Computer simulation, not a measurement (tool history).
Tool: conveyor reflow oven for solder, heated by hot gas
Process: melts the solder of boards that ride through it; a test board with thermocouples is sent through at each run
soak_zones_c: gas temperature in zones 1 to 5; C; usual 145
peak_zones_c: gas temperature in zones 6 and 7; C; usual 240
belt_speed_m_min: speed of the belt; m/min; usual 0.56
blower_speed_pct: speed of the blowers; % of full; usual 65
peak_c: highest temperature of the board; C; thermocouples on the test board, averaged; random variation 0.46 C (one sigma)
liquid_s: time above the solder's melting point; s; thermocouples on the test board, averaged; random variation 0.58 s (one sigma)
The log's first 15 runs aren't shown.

{"run": 16, "hour": 709.6, "soak_zones_c": 159, "peak_zones_c": 235, "belt_speed_m_min": 0.456, "blower_speed_pct": 69, "peak_c": 225.6, "liquid_s": 99.6}
{"run": 17, "hour": 739.0, "soak_zones_c": 159, "peak_zones_c": 254, "belt_speed_m_min": 0.478, "blower_speed_pct": 69, "peak_c": 241.2, "liquid_s": 102.9}
{"run": 18, "hour": 784.9, "soak_zones_c": 159, "peak_zones_c": 254, "belt_speed_m_min": 0.478, "blower_speed_pct": 69, "peak_c": 241.9, "liquid_s": 104.4}
{"run": 19, "hour": 848.3, "soak_zones_c": 153, "peak_zones_c": 231, "belt_speed_m_min": 0.474, "blower_speed_pct": 60, "peak_c": 217.9, "liquid_s": 85.4}
{"run": 20, "hour": 881.3, "soak_zones_c": 145, "peak_zones_c": 232, "belt_speed_m_min": 0.56, "blower_speed_pct": 65, "peak_c": 213.8, "liquid_s": 62.3}
{"run": 21, "hour": 941.7, "soak_zones_c": 145, "peak_zones_c": 230, "belt_speed_m_min": 0.56, "blower_speed_pct": 65, "peak_c": 211.6, "liquid_s": 61.1}
{"run": 22, "hour": 997.8, "soak_zones_c": 135, "peak_zones_c": 235, "belt_speed_m_min": 0.532, "blower_speed_pct": 65, "peak_c": 215.6, "liquid_s": 65.2}
{"run": 23, "hour": 1046.4, "soak_zones_c": 135, "peak_zones_c": 235, "belt_speed_m_min": 0.532, "blower_speed_pct": 65, "peak_c": 214.6, "liquid_s": 65.6}
{"hour": 1072.3, "done": "flux residue cleaned out of gas plates and filters"}
{"run": 24, "hour": 1106.1, "soak_zones_c": 135, "peak_zones_c": 235, "belt_speed_m_min": 0.532, "blower_speed_pct": 65, "peak_c": 218.2, "liquid_s": 68.6}
{"run": 25, "hour": 1169.1, "soak_zones_c": 145, "peak_zones_c": 252, "belt_speed_m_min": 0.463, "blower_speed_pct": 69, "peak_c": 238.7, "liquid_s": 100.2}
{"run": 26, "hour": 1204.3, "soak_zones_c": 133, "peak_zones_c": 240, "belt_speed_m_min": 0.532, "blower_speed_pct": 65, "peak_c": 222.4, "liquid_s": 69.6}
{"run": 27, "hour": 1267.5, "soak_zones_c": 150, "peak_zones_c": 238, "belt_speed_m_min": 0.532, "blower_speed_pct": 67, "peak_c": 222.6, "liquid_s": 77.9}
{"run": 28, "hour": 1296.1, "soak_zones_c": 150, "peak_zones_c": 238, "belt_speed_m_min": 0.627, "blower_speed_pct": 89, "peak_c": 220.9, "liquid_s": 65.4}
{"run": 29, "hour": 1331.6, "soak_zones_c": 150, "peak_zones_c": 238, "belt_speed_m_min": 0.627, "blower_speed_pct": 89, "peak_c": 221.4, "liquid_s": 64.5}
{"run": 30, "hour": 1390.9, "soak_zones_c": 150, "peak_zones_c": 238, "belt_speed_m_min": 0.627, "blower_speed_pct": 89, "peak_c": 220.4, "liquid_s": 64.9}

4 ways to go on from here, each from the tool as it stands after run 30. What would each give?
{"run": "A", "hour": 1434.6, "soak_zones_c": 150, "peak_zones_c": 242, "belt_speed_m_min": 0.491, "blower_speed_pct": 89, "peak_c": "?", "liquid_s": "?"}
{"run": "B", "hour": 1434.6, "soak_zones_c": 145, "peak_zones_c": 247, "belt_speed_m_min": 0.519, "blower_speed_pct": 65, "peak_c": "?", "liquid_s": "?"}
{"run": "C", "hour": 1434.6, "soak_zones_c": 145, "peak_zones_c": 254, "belt_speed_m_min": 0.55, "blower_speed_pct": 90, "peak_c": "?", "liquid_s": "?"}
{"run": "D", "hour": 1434.6, "soak_zones_c": 145, "peak_zones_c": 251, "belt_speed_m_min": 0.605, "blower_speed_pct": 58, "peak_c": "?", "liquid_s": "?"}

run=A peak_c=229.8 liquid_s=90.4
run=B peak_c=229.9 liquid_s=82.5
run=C peak_c=237.8 liquid_s=83.1
run=D peak_c=224.7 liquid_s=68.4
Without the tool's hidden state the same runs would have given:
run=A peak_c=232.7 liquid_s=91.3
run=B peak_c=232.8 liquid_s=83.7
run=C peak_c=241.2 liquid_s=83.8
run=D peak_c=227.8 liquid_s=70
